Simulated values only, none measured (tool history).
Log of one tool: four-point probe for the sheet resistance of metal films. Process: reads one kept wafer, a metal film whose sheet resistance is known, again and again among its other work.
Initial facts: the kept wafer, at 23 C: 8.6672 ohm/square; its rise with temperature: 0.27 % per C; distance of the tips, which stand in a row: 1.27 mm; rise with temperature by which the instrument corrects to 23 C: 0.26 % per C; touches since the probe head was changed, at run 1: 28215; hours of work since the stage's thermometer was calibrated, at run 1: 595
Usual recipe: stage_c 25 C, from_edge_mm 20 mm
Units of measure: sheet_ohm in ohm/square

run	hour	stage_c	from_edge_mm	touches since the probe head was changed	hours of work since the stage's thermometer was calibrated	sheet_ohm
1	0	25	20	28215	595	8.687397
2	111.1	25	20	29413	643	8.690176
3	193.1	25	17	30296	678	8.6976
4	274.3	25	17	31171	713	8.695214
5	327.4	25	17	31742	735	8.694047
6	399.8	25	17	32523	766	8.693918
7	465.3	25	23	33228	794	8.686793
8	566.4	25	23	34317	838	8.681673
9	620.6	25	23	34901	861	8.684818
10	722.9	25	20	36003	905	8.687304
11	771.4	25	20	36526	926	8.687962
12	836.5	25	6	37227	954	8.874473
13	928.7	25	6	38220	993	8.874163
14	978.3	25	20	38754	1015	8.690063
15	1045.8	20	5	39481	1043	8.956077
16	1140.7	23	26	40503	1084	8.678181
17	1221.8	26	57	41377	1119	8.675414
18	1301.3	29	15	42234	1153	8.708142
19	1354.2	20	20	42804	1176	8.681234
20	1435.7	32	46	43681	1211	8.679154
21	1502.8	32	52	44404	1240	8.676951
22	1587	32	52	45311	1276	8.682187
23	1666.9	32	52	46172	1310	8.679158
24	1733.8	27	13	46893	1339	8.720981
25	1786.4	28	18	47459	1361	8.694342
26	1845.1	22	41	48091	1386	8.674493
27	1955.3	32	40	49279	1434	8.677446
28	2018.8	32	40	49963	1461	8.682431

Here are 3 independent what-if runs from the current tool condition. What would each one return?
A	2112.8	25	33	50975	1501	?
B	2112.8	28	47	50975	1501	?
C	2112.8	25	35	50975	1501	?

run	sheet_ohm
A	8.67457
B	8.674946
C	8.673136
Without the tool's hidden state the same runs would have given:
run	sheet_ohm
A	8.673668
B	8.674046
C	8.672234

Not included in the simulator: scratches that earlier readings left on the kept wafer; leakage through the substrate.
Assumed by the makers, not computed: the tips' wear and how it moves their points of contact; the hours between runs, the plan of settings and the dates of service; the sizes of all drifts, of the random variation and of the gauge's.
